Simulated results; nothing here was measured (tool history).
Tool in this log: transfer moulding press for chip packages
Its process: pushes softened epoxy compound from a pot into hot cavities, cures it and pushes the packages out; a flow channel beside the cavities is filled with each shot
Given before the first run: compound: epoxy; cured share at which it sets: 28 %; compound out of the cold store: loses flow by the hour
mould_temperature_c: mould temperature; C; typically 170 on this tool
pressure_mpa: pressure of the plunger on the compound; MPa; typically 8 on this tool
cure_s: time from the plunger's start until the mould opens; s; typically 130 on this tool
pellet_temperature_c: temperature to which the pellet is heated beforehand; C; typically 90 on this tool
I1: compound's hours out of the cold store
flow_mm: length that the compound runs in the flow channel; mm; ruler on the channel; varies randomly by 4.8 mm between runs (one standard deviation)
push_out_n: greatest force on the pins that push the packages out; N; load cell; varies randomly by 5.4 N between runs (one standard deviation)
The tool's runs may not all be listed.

{"run": 1, "hour": 0.0, "mould_temperature_c": 170, "pressure_mpa": 8, "cure_s": 130, "pellet_temperature_c": 90, "I1": 25.1, "flow_mm": 657, "push_out_n": 345}
{"hour": 14.9, "done": "cavities cleaned with cleaning compound and waxed"}
{"hour": 65.8, "done": "cavities cleaned with cleaning compound and waxed"}
{"run": 2, "hour": 65.8, "mould_temperature_c": 170, "pressure_mpa": 8, "cure_s": 130, "pellet_temperature_c": 90, "I1": 43.8, "flow_mm": 587, "push_out_n": 184}
{"hour": 120.1, "done": "cavities cleaned with cleaning compound and waxed"}
{"run": 3, "hour": 131.7, "mould_temperature_c": 170, "pressure_mpa": 8, "cure_s": 130, "pellet_temperature_c": 95, "I1": 9.5, "flow_mm": 698, "push_out_n": 251}
{"hour": 175.0, "done": "cavities cleaned with cleaning compound and waxed"}
{"run": 4, "hour": 213.5, "mould_temperature_c": 170, "pressure_mpa": 8, "cure_s": 130, "pellet_temperature_c": 95, "I1": 42.9, "flow_mm": 566, "push_out_n": 344}
{"hour": 226.7, "done": "cavities cleaned with cleaning compound and waxed"}
{"run": 5, "hour": 273.6, "mould_temperature_c": 170, "pressure_mpa": 8, "cure_s": 130, "pellet_temperature_c": 95, "I1": 33.8, "flow_mm": 583, "push_out_n": 366}
{"hour": 281.2, "done": "cavities cleaned with cleaning compound and waxed"}
{"hour": 300.5, "done": "plunger's sealing rings changed"}
{"hour": 337.3, "done": "cavities cleaned with cleaning compound and waxed"}
{"run": 6, "hour": 349.5, "mould_temperature_c": 170, "pressure_mpa": 8, "cure_s": 130, "pellet_temperature_c": 95, "I1": 45.6, "flow_mm": 589, "push_out_n": 255}
{"hour": 391.9, "done": "cavities cleaned with cleaning compound and waxed"}
{"run": 7, "hour": 391.9, "mould_temperature_c": 170, "pressure_mpa": 8, "cure_s": 130, "pellet_temperature_c": 90, "I1": 30.6, "flow_mm": 642, "push_out_n": 182}
{"hour": 447.3, "done": "cavities cleaned with cleaning compound and waxed"}
{"run": 8, "hour": 452.3, "mould_temperature_c": 170, "pressure_mpa": 8, "cure_s": 130, "pellet_temperature_c": 90, "I1": 47.6, "flow_mm": 576, "push_out_n": 220}
{"hour": 505.5, "done": "cavities cleaned with cleaning compound and waxed"}
{"run": 9, "hour": 539.9, "mould_temperature_c": 170, "pressure_mpa": 8, "cure_s": 130, "pellet_temperature_c": 90, "I1": 11.1, "flow_mm": 686, "push_out_n": 333}
{"hour": 562.5, "done": "cavities cleaned with cleaning compound and waxed"}
{"run": 10, "hour": 595.9, "mould_temperature_c": 170, "pressure_mpa": 8, "cure_s": 130, "pellet_temperature_c": 90, "I1": 20.2, "flow_mm": 652, "push_out_n": 327}
{"hour": 616.5, "done": "cavities cleaned with cleaning compound and waxed"}
{"hour": 673.3, "done": "cavities cleaned with cleaning compound and waxed"}
{"run": 11, "hour": 675.3, "mould_temperature_c": 170, "pressure_mpa": 8, "cure_s": 130, "pellet_temperature_c": 90, "I1": 30.3, "flow_mm": 606, "push_out_n": 204}
{"hour": 714.8, "done": "plunger's sealing rings changed"}
{"run": 12, "hour": 714.8, "mould_temperature_c": 170, "pressure_mpa": 8, "cure_s": 130, "pellet_temperature_c": 90, "I1": 17.6, "flow_mm": 698, "push_out_n": 349}
{"hour": 727.0, "done": "cavities cleaned with cleaning compound and waxed"}
{"run": 13, "hour": 761.0, "mould_temperature_c": 170, "pressure_mpa": 8, "cure_s": 130, "pellet_temperature_c": 90, "I1": 20.4, "flow_mm": 690, "push_out_n": 333}
{"hour": 779.6, "done": "cavities cleaned with cleaning compound and waxed"}
{"hour": 835.0, "done": "cavities cleaned with cleaning compound and waxed"}
{"run": 14, "hour": 850.9, "mould_temperature_c": 170, "pressure_mpa": 6.59, "cure_s": 137, "pellet_temperature_c": 95, "I1": 15.6, "flow_mm": 623, "push_out_n": 263}
{"hour": 887.9, "done": "cavities cleaned with cleaning compound and waxed"}
{"hour": 902.3, "done": "mould's thermocouples calibrated"}
{"run": 15, "hour": 921.9, "mould_temperature_c": 170, "pressure_mpa": 6.59, "cure_s": 137, "pellet_temperature_c": 95, "I1": 37.1, "flow_mm": 543, "push_out_n": 312}
{"hour": 941.3, "done": "cavities cleaned with cleaning compound and waxed"}
{"hour": 995.0, "done": "cavities cleaned with cleaning compound and waxed"}
{"run": 16, "hour": 1005.8, "mould_temperature_c": 170, "pressure_mpa": 6.58, "cure_s": 139, "pellet_temperature_c": 85, "I1": 16.9, "flow_mm": 603, "push_out_n": 246}
{"hour": 1048.9, "done": "cavities cleaned with cleaning compound and waxed"}
{"run": 17, "hour": 1084.2, "mould_temperature_c": 170, "pressure_mpa": 6.58, "cure_s": 139, "pellet_temperature_c": 85, "I1": 24.8, "flow_mm": 567, "push_out_n": 343}
{"hour": 1102.7, "done": "cavities cleaned with cleaning compound and waxed"}
{"hour": 1130.6, "done": "plunger's sealing rings changed"}
{"hour": 1160.9, "done": "cavities cleaned with cleaning compound and waxed"}
{"run": 18, "hour": 1170.7, "mould_temperature_c": 170, "pressure_mpa": 8, "cure_s": 130, "pellet_temperature_c": 92, "I1": 18.1, "flow_mm": 699, "push_out_n": 243}
{"hour": 1212.1, "done": "cavities cleaned with cleaning compound and waxed"}
{"run": 19, "hour": 1237.0, "mould_temperature_c": 170, "pressure_mpa": 8, "cure_s": 130, "pellet_temperature_c": 92, "I1": 29.3, "flow_mm": 637, "push_out_n": 322}
{"hour": 1264.0, "done": "cavities cleaned with cleaning compound and waxed"}
{"run": 20, "hour": 1310.5, "mould_temperature_c": 168, "pressure_mpa": 6.91, "cure_s": 130, "pellet_temperature_c": 91, "I1": 45.4, "flow_mm": 541, "push_out_n": 382}
{"hour": 1318.4, "done": "cavities cleaned with cleaning compound and waxed"}
{"hour": 1371.3, "done": "cavities cleaned with cleaning compound and waxed"}
{"run": 21, "hour": 1387.3, "mould_temperature_c": 168, "pressure_mpa": 6.91, "cure_s": 130, "pellet_temperature_c": 91, "I1": 28.5, "flow_mm": 582, "push_out_n": 292}
{"hour": 1425.0, "done": "cavities cleaned with cleaning compound and waxed"}
{"run": 22, "hour": 1466.3, "mould_temperature_c": 168, "pressure_mpa": 6.91, "cure_s": 130, "pellet_temperature_c": 91, "I1": 34.6, "flow_mm": 553, "push_out_n": 370}
{"hour": 1476.0, "done": "cavities cleaned with cleaning compound and waxed"}
{"run": 23, "hour": 1518.4, "mould_temperature_c": 173, "pressure_mpa": 6.91, "cure_s": 140, "pellet_temperature_c": 91, "I1": 13, "flow_mm": 604, "push_out_n": 336}
{"hour": 1527.7, "done": "cavities cleaned with cleaning compound and waxed"}
{"hour": 1548.2, "done": "plunger's sealing rings changed"}
{"run": 24, "hour": 1579.3, "mould_temperature_c": 167, "pressure_mpa": 6.91, "cure_s": 149, "pellet_temperature_c": 91, "I1": 31, "flow_mm": 605, "push_out_n": 349}
{"hour": 1585.5, "done": "cavities cleaned with cleaning compound and waxed"}
{"run": 25, "hour": 1623.0, "mould_temperature_c": 167, "pressure_mpa": 6.91, "cure_s": 111, "pellet_temperature_c": 91, "I1": 28.9, "flow_mm": 603, "push_out_n": 450}

A few steps of flow_mm between consecutive runs. Split each: what settings, incoming material and random variation would produce without the hidden state, and what is left over for the hidden state, along with gauge scatter present in only one of the two compared results (measured, and without hidden state):
What the log doesn't record here: true mould temperature over the reading, C; pressure that reaches the compound, % of what is set; grip of the stained cavities, % over clean ones'; drift of the gauge itself on flow_mm, %; drift of the gauge itself on push_out_n, %.
Run 3 -> 4: cavities cleaned with cleaning compound and waxed. flow_mm -132 mm: hidden state -5, all else -127.
Run 11 -> 12: plunger's sealing rings changed. flow_mm +92 mm: hidden state +53, all else +39.
Run 17 -> 18: pressure_mpa 6.58 -> 8, cure_s 139 -> 130, pellet_temperature_c 85 -> 92, cavities cleaned with cleaning compound and waxed, plunger's sealing rings changed, cavities cleaned with cleaning compound and waxed. flow_mm +132 mm: hidden state +42, all else +90.
Run 23 -> 24: mould_temperature_c 173 -> 167, cure_s 140 -> 149, cavities cleaned with cleaning compound and waxed, plunger's sealing rings changed. flow_mm +1 mm: hidden state +53, all else -52.
